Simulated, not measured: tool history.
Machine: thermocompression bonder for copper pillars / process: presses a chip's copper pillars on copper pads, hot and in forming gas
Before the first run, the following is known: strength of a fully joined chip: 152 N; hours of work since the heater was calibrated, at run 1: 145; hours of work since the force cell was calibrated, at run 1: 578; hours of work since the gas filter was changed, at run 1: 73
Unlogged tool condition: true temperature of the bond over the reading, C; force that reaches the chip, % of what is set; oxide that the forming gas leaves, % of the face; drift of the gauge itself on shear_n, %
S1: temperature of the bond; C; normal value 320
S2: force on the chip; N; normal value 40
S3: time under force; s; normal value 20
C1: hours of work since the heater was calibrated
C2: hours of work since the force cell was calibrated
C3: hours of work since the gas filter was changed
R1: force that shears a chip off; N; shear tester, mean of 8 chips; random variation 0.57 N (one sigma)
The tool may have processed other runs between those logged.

Run 1, hour 0: usual settings; C1 145; C2 578; C3 73. Result: R1 77.6 N.
Run 2, hour 57.6: usual settings; C1 187; C2 620; C3 116. Result: R1 77.8 N.
At hour 65.7: forming gas filter changed.
Run 3, hour 149.1: usual settings; C1 254; C2 687; C3 61. Result: R1 77.4 N.
Run 4, hour 191.3: usual settings; C1 285; C2 718; C3 92. Result: R1 77.7 N.
At hour 232.4: forming gas filter changed.
Run 5, hour 253.1: usual settings; C1 330; C2 762; C3 15. Result: R1 78.5 N.
Run 6, hour 352.7: usual settings; C1 402; C2 835; C3 88. Result: R1 78 N.
At hour 395.8: forming gas filter changed.
Run 7, hour 445.2: usual settings; C1 470; C2 903; C3 36. Result: R1 77.9 N.
Run 8, hour 548.3: usual settings; C1 545; C2 978; C3 112. Result: R1 76.5 N.
At hour 558: forming gas filter changed.
Run 9, hour 607.5: usual settings; C1 588; C2 1021; C3 36. Result: R1 78.5 N.
Run 10, hour 665.9: usual settings but S1 311 C, S2 42 N, S3 11 s; C1 631; C2 1064; C3 79. Result: R1 59.1 N.
At hour 723.4: forming gas filter changed.
Run 11, hour 761.8: usual settings but S1 350 C, S3 22 s; C1 700; C2 1133; C3 28. Result: R1 104.8 N.
Run 12, hour 835.3: usual settings but S1 350 C, S3 22 s; C1 754; C2 1187; C3 82. Result: R1 104.1 N.
At hour 888.9: forming gas filter changed.
Run 13, hour 911.6: usual settings but S1 346 C, S2 32 N, S3 10 s; C1 810; C2 1243; C3 17. Result: R1 66.8 N.
Run 14, hour 984.8: usual settings but S1 319 C, S2 39 N, S3 43 s; C1 863; C2 1296; C3 70. Result: R1 96 N.

The next listed run, before its measurement:
At hour 1051.8: forming gas filter changed.
Run 15, hour 1061.8: usual settings but S2 25 N; C1 919; C2 1352; C3 7. Result: R1 ?.

{"run 15": {"R1": 53.7}}
The same run, on a tool lacking any hidden state, would have yielded R1 53.7 N.
